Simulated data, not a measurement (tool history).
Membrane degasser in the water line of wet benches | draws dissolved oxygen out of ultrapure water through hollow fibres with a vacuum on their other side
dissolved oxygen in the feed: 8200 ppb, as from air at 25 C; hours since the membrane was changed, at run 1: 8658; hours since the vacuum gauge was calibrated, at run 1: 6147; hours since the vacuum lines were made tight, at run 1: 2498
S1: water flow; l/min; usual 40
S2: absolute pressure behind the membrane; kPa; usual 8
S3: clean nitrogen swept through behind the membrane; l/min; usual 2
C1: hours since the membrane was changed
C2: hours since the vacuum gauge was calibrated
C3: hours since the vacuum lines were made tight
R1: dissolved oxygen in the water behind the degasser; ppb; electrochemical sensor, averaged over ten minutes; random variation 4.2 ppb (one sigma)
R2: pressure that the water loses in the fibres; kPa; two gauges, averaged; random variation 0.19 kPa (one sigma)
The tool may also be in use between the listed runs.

run    hour  S1     S2    S3     C1    C2    C3      R1     R2
  1       0  40      8     2   8658  6147  2498   428.2  40.37
  2   143.1  40      8     2   8801  6290  2641   424.8  40.39
  3     275  40      8  3.56   8933  6422  2773   342.5  40.25
  4   399.2  40  12.27     2   9057  6546  2897     591  40.42
  5   521.8  40  12.27     2   9179  6669  3020   590.9  40.36
  6   670.3  40      8     2   9328  6817  3168   422.2  40.35
  7   890.1  40      8     2   9548  7037  3388   428.8  40.44
  8  1038.3  42    4.8  3.21   9696  7185  3536   308.2  42.27
  9  1161.7  62   12.6  3.91   9819  7308  3659   988.5  61.98
 10    1302  62   9.06  2.48   9960  7449  3800   958.3  62.68
     1437.6  -- vacuum gauge calibrated
 11  1495.5  61  15.07     2  10153    58  3993  1306.1  61.49
 12  1629.5  61  15.07     2  10287   192  4127  1313.6  61.18

Forecast run 13:
 13  1889.4  34  5.61  0.99  10547  452  4387   ?   ?

R1: 299.5 ppb
R2: 33.98 kPa
Without the tool's hidden state the same run would have given R1 298.5 ppb, R2 33.92 kPa.
